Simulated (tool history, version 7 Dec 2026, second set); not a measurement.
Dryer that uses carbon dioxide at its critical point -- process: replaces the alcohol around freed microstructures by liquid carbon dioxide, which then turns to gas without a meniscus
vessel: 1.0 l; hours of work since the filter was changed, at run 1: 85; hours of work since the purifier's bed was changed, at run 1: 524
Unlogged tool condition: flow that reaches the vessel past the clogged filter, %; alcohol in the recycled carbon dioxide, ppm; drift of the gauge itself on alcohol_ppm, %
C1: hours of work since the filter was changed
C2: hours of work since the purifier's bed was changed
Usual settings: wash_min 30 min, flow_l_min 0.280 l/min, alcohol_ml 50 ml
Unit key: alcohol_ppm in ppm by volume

run 1 hour=0.0 | wash_min=30 flow_l_min=0.280 alcohol_ml=50 | C1=85 C2=524 | alcohol_ppm=68
run 2 hour=29.8 | wash_min=30 flow_l_min=0.280 alcohol_ml=50 | C1=98 C2=538 | alcohol_ppm=71
run 3 hour=47.2 | wash_min=30 flow_l_min=0.280 alcohol_ml=50 | C1=106 C2=546 | alcohol_ppm=64
run 4 hour=67.9 | wash_min=30 flow_l_min=0.280 alcohol_ml=22 | C1=116 C2=555 | alcohol_ppm=49
run 5 hour=101.1 | wash_min=30 flow_l_min=0.280 alcohol_ml=50 | C1=131 C2=570 | alcohol_ppm=73
run 6 hour=127.2 | wash_min=30 flow_l_min=0.469 alcohol_ml=50 | C1=142 C2=582 | alcohol_ppm=35
run 7 hour=164.2 | wash_min=26 flow_l_min=0.280 alcohol_ml=50 | C1=159 C2=599 | alcohol_ppm=152
-- hour=200.4 inlet filter changed
run 8 hour=200.4 | wash_min=30 flow_l_min=0.280 alcohol_ml=50 | C1=0 C2=615 | alcohol_ppm=58
run 9 hour=235.1 | wash_min=30 flow_l_min=0.280 alcohol_ml=50 | C1=16 C2=631 | alcohol_ppm=60
run 10 hour=253.0 | wash_min=30 flow_l_min=0.280 alcohol_ml=50 | C1=24 C2=639 | alcohol_ppm=60
run 11 hour=278.6 | wash_min=30 flow_l_min=0.280 alcohol_ml=33 | C1=36 C2=650 | alcohol_ppm=62
run 12 hour=316.2 | wash_min=30 flow_l_min=0.280 alcohol_ml=33 | C1=53 C2=668 | alcohol_ppm=58
run 13 hour=340.3 | wash_min=30 flow_l_min=0.280 alcohol_ml=33 | C1=64 C2=679 | alcohol_ppm=58
run 14 hour=361.0 | wash_min=30 flow_l_min=0.280 alcohol_ml=50 | C1=73 C2=688 | alcohol_ppm=73
run 15 hour=387.1 | wash_min=30 flow_l_min=0.280 alcohol_ml=50 | C1=85 C2=700 | alcohol_ppm=81
run 16 hour=405.6 | wash_min=30 flow_l_min=0.280 alcohol_ml=37 | C1=93 C2=708 | alcohol_ppm=66
run 17 hour=430.5 | wash_min=30 flow_l_min=0.280 alcohol_ml=37 | C1=105 C2=720 | alcohol_ppm=70
run 18 hour=454.8 | wash_min=30 flow_l_min=0.280 alcohol_ml=37 | C1=116 C2=731 | alcohol_ppm=73
run 19 hour=488.4 | wash_min=30 flow_l_min=0.338 alcohol_ml=50 | C1=131 C2=746 | alcohol_ppm=45
run 20 hour=521.9 | wash_min=30 flow_l_min=0.338 alcohol_ml=50 | C1=146 C2=761 | alcohol_ppm=55
run 21 hour=554.1 | wash_min=42 flow_l_min=0.280 alcohol_ml=104 | C1=161 C2=776 | alcohol_ppm=48
run 22 hour=582.1 | wash_min=42 flow_l_min=0.280 alcohol_ml=104 | C1=174 C2=788 | alcohol_ppm=47
-- hour=588.5 inlet filter changed
run 23 hour=617.9 | wash_min=42 flow_l_min=0.280 alcohol_ml=104 | C1=13 C2=804 | alcohol_ppm=48
run 24 hour=636.2 | wash_min=46 flow_l_min=0.316 alcohol_ml=35 | C1=22 C2=813 | alcohol_ppm=43
run 25 hour=670.7 | wash_min=30 flow_l_min=0.178 alcohol_ml=50 | C1=37 C2=828 | alcohol_ppm=589
run 26 hour=693.1 | wash_min=24 flow_l_min=0.170 alcohol_ml=50 | C1=48 C2=839 | alcohol_ppm=1671
run 27 hour=712.8 | wash_min=21 flow_l_min=0.205 alcohol_ml=87 | C1=57 C2=847 | alcohol_ppm=2232
run 28 hour=739.4 | wash_min=21 flow_l_min=0.205 alcohol_ml=87 | C1=69 C2=860 | alcohol_ppm=2333
run 29 hour=760.8 | wash_min=20 flow_l_min=0.281 alcohol_ml=48 | C1=78 C2=869 | alcohol_ppm=414
run 30 hour=781.8 | wash_min=30 flow_l_min=0.280 alcohol_ml=35 | C1=88 C2=879 | alcohol_ppm=82
run 31 hour=807.2 | wash_min=30 flow_l_min=0.280 alcohol_ml=56 | C1=99 C2=890 | alcohol_ppm=98
run 32 hour=829.0 | wash_min=26 flow_l_min=0.223 alcohol_ml=61 | C1=109 C2=900 | alcohol_ppm=512
run 33 hour=853.1 | wash_min=26 flow_l_min=0.280 alcohol_ml=26 | C1=120 C2=911 | alcohol_ppm=111
run 34 hour=869.5 | wash_min=19 flow_l_min=0.284 alcohol_ml=73 | C1=128 C2=919 | alcohol_ppm=791
run 35 hour=891.2 | wash_min=40 flow_l_min=0.280 alcohol_ml=44 | C1=138 C2=929 | alcohol_ppm=55
run 36 hour=918.3 | wash_min=40 flow_l_min=0.280 alcohol_ml=44 | C1=150 C2=941 | alcohol_ppm=51
run 37 hour=934.9 | wash_min=40 flow_l_min=0.280 alcohol_ml=44 | C1=157 C2=948 | alcohol_ppm=59
run 38 hour=951.5 | wash_min=34 flow_l_min=0.248 alcohol_ml=86 | C1=165 C2=956 | alcohol_ppm=131
-- hour=974.8 inlet filter changed
run 39 hour=986.8 | wash_min=33 flow_l_min=0.213 alcohol_ml=33 | C1=5 C2=972 | alcohol_ppm=119
run 40 hour=1004.8 | wash_min=37 flow_l_min=0.298 alcohol_ml=69 | C1=14 C2=980 | alcohol_ppm=55

Each row is a separate what-if for the run after 40, all from the same tool condition, not one after another. Results?
run A hour=1034.8 | wash_min=24 flow_l_min=0.237 alcohol_ml=32 | C1=27 C2=993 | alcohol_ppm=?
run B hour=1034.8 | wash_min=37 flow_l_min=0.351 alcohol_ml=34 | C1=27 C2=993 | alcohol_ppm=?
run C hour=1034.8 | wash_min=47 flow_l_min=0.268 alcohol_ml=47 | C1=27 C2=993 | alcohol_ppm=?
run D hour=1034.8 | wash_min=27 flow_l_min=0.280 alcohol_ml=50 | C1=27 C2=993 | alcohol_ppm=?

run=A alcohol_ppm=283
run=B alcohol_ppm=53
run=C alcohol_ppm=57
run=D alcohol_ppm=117
With the hidden condition removed and each run's random variation left untouched, the same runs would have given:
run=A alcohol_ppm=218
run=B alcohol_ppm=2
run=C alcohol_ppm=6
run=D alcohol_ppm=61

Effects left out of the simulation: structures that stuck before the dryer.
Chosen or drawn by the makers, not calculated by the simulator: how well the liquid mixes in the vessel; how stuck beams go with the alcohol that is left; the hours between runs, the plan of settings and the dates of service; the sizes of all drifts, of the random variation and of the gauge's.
